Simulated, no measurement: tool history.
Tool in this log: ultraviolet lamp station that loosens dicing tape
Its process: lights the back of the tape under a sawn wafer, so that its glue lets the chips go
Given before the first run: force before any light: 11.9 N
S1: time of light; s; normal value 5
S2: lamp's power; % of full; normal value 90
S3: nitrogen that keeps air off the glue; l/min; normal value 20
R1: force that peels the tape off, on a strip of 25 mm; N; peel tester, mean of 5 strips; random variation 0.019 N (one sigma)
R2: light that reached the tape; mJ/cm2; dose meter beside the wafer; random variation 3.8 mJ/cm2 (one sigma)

run    hour  S1  S2  S3     R1   R2
  1       0   5  90  20  1.642  475
       39.2  -- window cleaned of glue's vapour
  2    48.4   5  90  20  1.923  432
  3   116.1   5  90  20  1.976  420
      158.7  -- window cleaned of glue's vapour, once more
  4   172.9   5  90  20  1.375  541
  5     244   5  90  20  1.371  531
  6   320.1   5  90  20  1.461  514
  7   399.9   5  90  20  1.575  494
  8   435.4   5  94  20  1.491  508
  9     495   5  90  10   2.58  474
 10   565.7   5  90  10  2.851  464
 11   604.4   5  90  10    2.8  462
 12   649.2   6  90  20  1.313  539
 13   692.4   6  90  20  1.423  530
 14   741.5   6  83  18  1.767  478
 15   811.2   5  90  20  2.013  422
 16   873.6   5  90  20   2.13  410
      878.7  -- lamp changed
 17   931.1   4  99  20  1.677  470
      941.9  -- window cleaned of glue's vapour
 18  1008.4   5  83  18  1.359  557
 19  1051.9   5  83  18  1.365  554
 20    1099   3  61  26  3.894  236
 21  1168.1   4  88   7  3.393  451
 22  1247.1   5  77  28  1.325  477
 23  1318.7   3  90  20  3.029  330
 24  1365.6   3  90  20  3.235  319
 25  1442.3   5  90   6   3.11  517

Some steps in R1 between neighbouring runs. How much of each would the tool show without its hidden state too (settings, what came in, random variation), and how much is left for the hidden state, with any gauge scatter that isn't in both results?
Hidden state at play: lamp's light, % of a new lamp's; light that the window lets through, % of a clean one's; drift of the gauge itself on peel_n, %; drift of the gauge itself on dose_mj_cm2, %.
Run 3 -> 4: window cleaned of glue's vapour, once more. R1 -0.601 N: hidden state -0.658, all else +0.057.
Run 16 -> 17: S1 5 -> 4, S2 90 -> 99, lamp changed. R1 -0.453 N: hidden state -0.723, all else +0.27.
Run 19 -> 20: S1 5 -> 3, S2 83 -> 61, S3 18 -> 26. R1 +2.529 N: hidden state +0.184, all else +2.345.
Run 21 -> 22: S1 4 -> 5, S2 88 -> 77, S3 7 -> 28. R1 -2.068 N: hidden state -0.11, all else -1.958.
